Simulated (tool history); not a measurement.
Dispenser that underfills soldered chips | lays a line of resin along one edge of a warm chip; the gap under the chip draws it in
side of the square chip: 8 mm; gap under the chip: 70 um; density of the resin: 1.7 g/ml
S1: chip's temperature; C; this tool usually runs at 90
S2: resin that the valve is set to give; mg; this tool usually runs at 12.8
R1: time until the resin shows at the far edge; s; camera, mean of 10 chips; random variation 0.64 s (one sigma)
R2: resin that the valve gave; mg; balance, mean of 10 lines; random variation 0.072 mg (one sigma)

| run | day | S1 | S2 | R1 | R2 |
|---|---|---|---|---|---|
| 1 | 0.000 | 90 | 12.8 | 70.7 | 11.96 |
| 2 | 0.125 | 90 | 13.8 | 78.3 | 12.85 |
|  | 0.208 | new syringe of resin |
| 3 | 0.304 | 85 | 13.8 | 74.9 | 12.87 |
| 4 | 0.517 | 90 | 12.8 | 77.9 | 11.87 |
|  | 0.621 | new syringe of resin |
| 5 | 0.788 | 90 | 12.8 | 68.6 | 11.83 |
|  | 1.033 | new syringe of resin |
| 6 | 1.033 | 90 | 12.8 | 60.4 | 11.67 |
| 7 | 1.262 | 96 | 12.8 | 59.7 | 11.63 |
|  | 1.454 | new syringe of resin |
| 8 | 1.571 | 82 | 12.8 | 85.7 | 11.88 |
|  | 1.867 | new syringe of resin |
| 9 | 1.867 | 82 | 12.8 | 78.7 | 11.59 |
| 10 | 2.042 | 83 | 12.8 | 88.0 | 11.69 |
|  | 2.275 | new syringe of resin |
| 11 | 2.296 | 89 | 12.8 | 62.7 | 11.54 |
| 12 | 2.583 | 89 | 12.8 | 82.5 | 11.55 |
|  | 2.688 | new syringe of resin |
| 13 | 2.846 | 89 | 12.8 | 71.4 | 11.55 |
|  | 3.096 | new syringe of resin |
| 14 | 3.096 | 90 | 15.4 | 57.7 | 13.70 |
| 15 | 3.217 | 93 | 15.4 | 57.8 | 13.81 |
| 16 | 3.458 | 93 | 15.4 | 73.5 | 13.76 |
|  | 3.496 | new syringe of resin |
| 17 | 3.742 | 96 | 12.8 | 62.4 | 11.29 |
|  | 3.900 | new syringe of resin |
|  | 4.038 | dispensing valve cleaned and set on the balance |
| 18 | 4.058 | 103 | 11.1 | 44.8 | 10.97 |
|  | 4.346 | new syringe of resin |
| 19 | 4.346 | 103 | 11.1 | 40.0 | 10.97 |
| 20 | 4.638 | 93 | 15.7 | 70.6 | 15.48 |
|  | 4.746 | new syringe of resin |
| 21 | 4.850 | 93 | 15.7 | 58.3 | 15.38 |
|  | 5.154 | new syringe of resin |
| 22 | 5.154 | 90 | 12.2 | 57.9 | 11.98 |
| 23 | 5.292 | 97 | 15.5 | 53.6 | 15.17 |
| 24 | 5.429 | 104 | 14.0 | 48.5 | 13.85 |
|  | 5.554 | new syringe of resin |
| 25 | 5.662 | 87 | 15.7 | 69.8 | 15.39 |
| 26 | 5.800 | 87 | 15.7 | 81.2 | 15.15 |
|  | 5.958 | new syringe of resin |
| 27 | 6.050 | 86 | 12.7 | 74.5 | 12.46 |
| 28 | 6.317 | 86 | 12.7 | 95.3 | 12.41 |
|  | 6.367 | new syringe of resin |
| 29 | 6.612 | 94 | 14.4 | 64.7 | 13.79 |
|  | 6.775 | new syringe of resin |
| 30 | 6.833 | 80 | 14.9 | 86.6 | 14.29 |
| 31 | 7.133 | 78 | 11.9 | 126.0 | 11.23 |
|  | 7.183 | new syringe of resin |
| 32 | 7.338 | 90 | 15.6 | 66.5 | 14.83 |
| 33 | 7.550 | 90 | 15.6 | 79.9 | 14.74 |

Below are 4 alternative next runs, each starting from the tool's condition after run 33. Predict each:
|  | 7.604 | new syringe of resin |
| A | 7.783 | 95 | 13.1 | ? | ? |
|  | 7.604 | new syringe of resin |
| B | 7.783 | 89 | 11.8 | ? | ? |
|  | 7.604 | new syringe of resin |
| C | 7.783 | 90 | 12.1 | ? | ? |
|  | 7.604 | new syringe of resin |
| D | 7.783 | 95 | 15.5 | ? | ? |

| run | R1 | R2 |
|---|---|---|
| A | 60.5 | 12.43 |
| B | 74.7 | 11.17 |
| C | 72.0 | 11.38 |
| D | 60.2 | 14.57 |
Had the tool no hidden state, the same runs would have come out as:
| run | R1 | R2 |
|---|---|---|
| A | 47.7 | 13.15 |
| B | 58.5 | 11.81 |
| C | 56.6 | 12.05 |
| D | 47.5 | 15.42 |

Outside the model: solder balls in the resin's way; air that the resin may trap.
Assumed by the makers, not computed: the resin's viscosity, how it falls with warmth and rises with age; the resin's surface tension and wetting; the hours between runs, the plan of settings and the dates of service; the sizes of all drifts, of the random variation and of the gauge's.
